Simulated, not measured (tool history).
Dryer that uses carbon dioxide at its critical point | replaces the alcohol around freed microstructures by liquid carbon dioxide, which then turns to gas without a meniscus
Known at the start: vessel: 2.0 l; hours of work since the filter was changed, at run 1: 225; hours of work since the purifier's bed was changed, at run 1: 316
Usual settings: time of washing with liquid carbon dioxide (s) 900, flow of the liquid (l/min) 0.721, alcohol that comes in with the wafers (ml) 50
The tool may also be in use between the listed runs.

run,hour,time of washing with liquid carbon dioxide (s),flow of the liquid (l/min),alcohol that comes in with the wafers (ml),hours of work since the filter was changed,hours of work since the purifier's bed was changed,alcohol left in the vessel before it's heated (ppm by volume)
1,0.0,900,0.721,50,225,316,269
2,8.5,900,0.721,50,229,320,261
3,25.2,900,0.721,50,236,327,267
4,43.2,900,0.497,50,244,335,834
5,60.7,900,0.497,50,251,343,839
6,70.7,900,0.497,50,256,347,857
7,83.5,900,0.721,50,261,353,299
8,95.6,900,0.721,50,266,358,283
9,105.8,900,0.721,34,271,362,221
10,121.4,900,0.721,50,278,369,304
11,136.7,900,0.721,50,284,376,299
12,153.5,900,0.721,50,291,383,309
13,170.6,900,0.721,50,299,390,310
14,189.8,900,0.721,50,307,399,311
15,204.2,900,0.721,50,313,405,312
16,216.5,900,0.721,50,319,410,319
17,225.3,900,0.721,50,323,414,331
18,234.1,900,0.721,50,326,418,317
19,244.9,900,0.721,50,331,423,316
20,260.8,900,0.721,50,338,430,328
21,278.4,900,0.721,50,346,437,339
22,290.9,900,0.721,95,351,443,508
23,298.7,900,0.721,95,354,446,494
24,312.3,1200,0.721,50,360,452,180
25,321.4,1200,0.721,50,364,456,182
26,339.8,780,0.727,98,372,464,891
27,354.7,780,0.727,98,379,470,877
28,369.6,960,0.727,77,385,477,374
29,380.9,960,0.727,77,390,482,368
30,394.2,1140,0.468,33,396,487,468
31,407.7,900,0.957,34,402,493,191
32,423.4,1020,0.721,97,409,500,396
33,431.9,1020,0.721,97,412,504,357
34,446.3,1020,0.721,97,418,510,398
35,456.7,1020,0.721,97,423,515,387
36,474.9,660,0.557,50,431,522,1813
# hour 481.6: inlet filter changed
37,486.0,660,0.557,50,2,527,1308
38,504.8,1320,0.448,47,10,535,336
39,519.3,600,0.582,50,16,541,1528
40,530.2,900,0.721,21,21,546,227
41,545.5,900,0.762,62,28,553,300
42,558.2,1080,0.762,78,33,558,220
43,572.6,600,0.721,50,40,564,899
44,583.7,600,0.721,50,44,569,897
45,595.2,1440,0.623,81,49,574,215
46,613.0,1440,0.623,81,57,582,215
47,630.7,1440,0.623,81,65,590,226

Hidden state at the last listed run before each entry between runs and at the first one after, where it differs:
Between runs 36 and 37: inlet filter changed (hour 481.6)
  flow that reaches the vessel past the clogged filter, %: 88.2 -> 99.8; alcohol in the recycled carbon dioxide, ppm: 170.2 -> 171.6
  measured less the result without the state, alcohol left in the vessel before it's heated (ppm by volume): +665 -> +172
